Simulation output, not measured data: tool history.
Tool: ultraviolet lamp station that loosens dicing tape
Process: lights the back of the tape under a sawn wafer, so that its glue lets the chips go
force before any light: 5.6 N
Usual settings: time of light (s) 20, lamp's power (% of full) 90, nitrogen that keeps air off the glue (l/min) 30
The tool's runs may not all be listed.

| run | day | time of light (s) | lamp's power (% of full) | nitrogen that keeps air off the glue (l/min) | force that peels the tape off (N) | light that reached the tape (J/m2) |
|---|---|---|---|---|---|---|
| 1 | 0 | 20 | 90 | 30 | 0.529 | 3810 |
| 2 | 0.488 | 20 | 90 | 30 | 0.562 | 3800 |
| 3 | 0.954 | 20 | 90 | 30 | 0.542 | 3820 |
| 4 | 1.383 | 20 | 90 | 30 | 0.544 | 3790 |
| 5 | 1.925 | 20 | 90 | 30 | 0.517 | 3860 |
| 6 | 2.288 | 20 | 90 | 30 | 0.538 | 3810 |
| 7 | 2.667 | 20 | 90 | 30 | 0.558 | 3810 |
| 8 | 3.029 | 20 | 90 | 30 | 0.519 | 3820 |
| 9 | 3.429 | 20 | 90 | 30 | 0.538 | 3790 |
| 10 | 3.888 | 20 | 90 | 30 | 0.528 | 3810 |
| 11 | 4.217 | 25 | 90 | 30 | 0.365 | 4770 |
| 12 | 4.754 | 25 | 90 | 15 | 0.523 | 4720 |
| 13 | 5.125 | 25 | 90 | 15 | 0.538 | 4790 |
| 14 | 5.388 | 25 | 90 | 15 | 0.528 | 4710 |
| 15 | 5.888 | 25 | 90 | 15 | 0.506 | 4730 |
| 16 | 6.171 | 20 | 77 | 30 | 0.683 | 3220 |
| 17 | 6.708 | 20 | 77 | 30 | 0.71 | 3230 |
| 18 | 7.042 | 20 | 77 | 30 | 0.723 | 3240 |
| 19 | 7.367 | 20 | 77 | 30 | 0.71 | 3260 |
| 20 | 7.842 | 20 | 71 | 30 | 0.798 | 3040 |
| 21 | 8.267 | 20 | 73 | 30 | 0.762 | 3090 |
| 22 | 8.738 | 11 | 90 | 9 | 2.113 | 2060 |
| 23 | 9.167 | 21 | 90 | 14 | 0.726 | 4010 |
| 24 | 9.479 | 15 | 73 | 24 | 1.361 | 2320 |
| 25 | 9.754 | 14 | 90 | 26 | 1.046 | 2670 |
| 26 | 10.367 | 14 | 90 | 26 | 1.044 | 2640 |
| 27 | 10.867 | 14 | 95 | 13 | 1.34 | 2820 |
| 28 | 11.146 | 34 | 99 | 11 | 0.301 | 7140 |
| 29 | 11.538 | 20 | 76 | 50 | 0.606 | 3230 |
| 30 | 11.95 | 20 | 75 | 21 | 0.862 | 3120 |
| 31 | 12.475 | 20 | 75 | 21 | 0.908 | 3150 |
| 32 | 13 | 24 | 62 | 30 | 0.779 | 3130 |
| 33 | 13.546 | 24 | 94 | 14 | 0.555 | 4800 |
| 34 | 14.062 | 24 | 93 | 36 | 0.338 | 4730 |
| 35 | 14.575 | 30 | 94 | 57 | 0.21 | 5950 |
| 36 | 14.833 | 30 | 94 | 57 | 0.199 | 5900 |
| 37 | 15.117 | 30 | 94 | 57 | 0.202 | 5920 |
| 38 | 15.525 | 36 | 80 | 14 | 0.356 | 6090 |
| 39 | 16.05 | 20 | 92 | 30 | 0.507 | 3890 |
| 40 | 16.608 | 13 | 92 | 16 | 1.397 | 2550 |
| 41 | 17.133 | 13 | 92 | 16 | 1.435 | 2500 |
| 42 | 17.538 | 18 | 78 | 13 | 1.232 | 2960 |

4 ways to go on from here, each from the tool as it stands after run 42. What would each give?
| A | 17.867 | 13 | 90 | 42 | ? | ? |
| B | 17.867 | 19 | 64 | 40 | ? | ? |
| C | 17.867 | 26 | 80 | 34 | ? | ? |
| D | 17.867 | 18 | 78 | 41 | ? | ? |

| run | force that peels the tape off (N) | light that reached the tape (J/m2) |
|---|---|---|
| A | 0.971 | 2440 |
| B | 0.963 | 2570 |
| C | 0.392 | 4380 |
| D | 0.734 | 2950 |
Without the tool's hidden state the same runs would have given:
| run | force that peels the tape off (N) | light that reached the tape (J/m2) |
|---|---|---|
| A | 0.968 | 2450 |
| B | 0.96 | 2580 |
| C | 0.391 | 4390 |
| D | 0.731 | 2950 |

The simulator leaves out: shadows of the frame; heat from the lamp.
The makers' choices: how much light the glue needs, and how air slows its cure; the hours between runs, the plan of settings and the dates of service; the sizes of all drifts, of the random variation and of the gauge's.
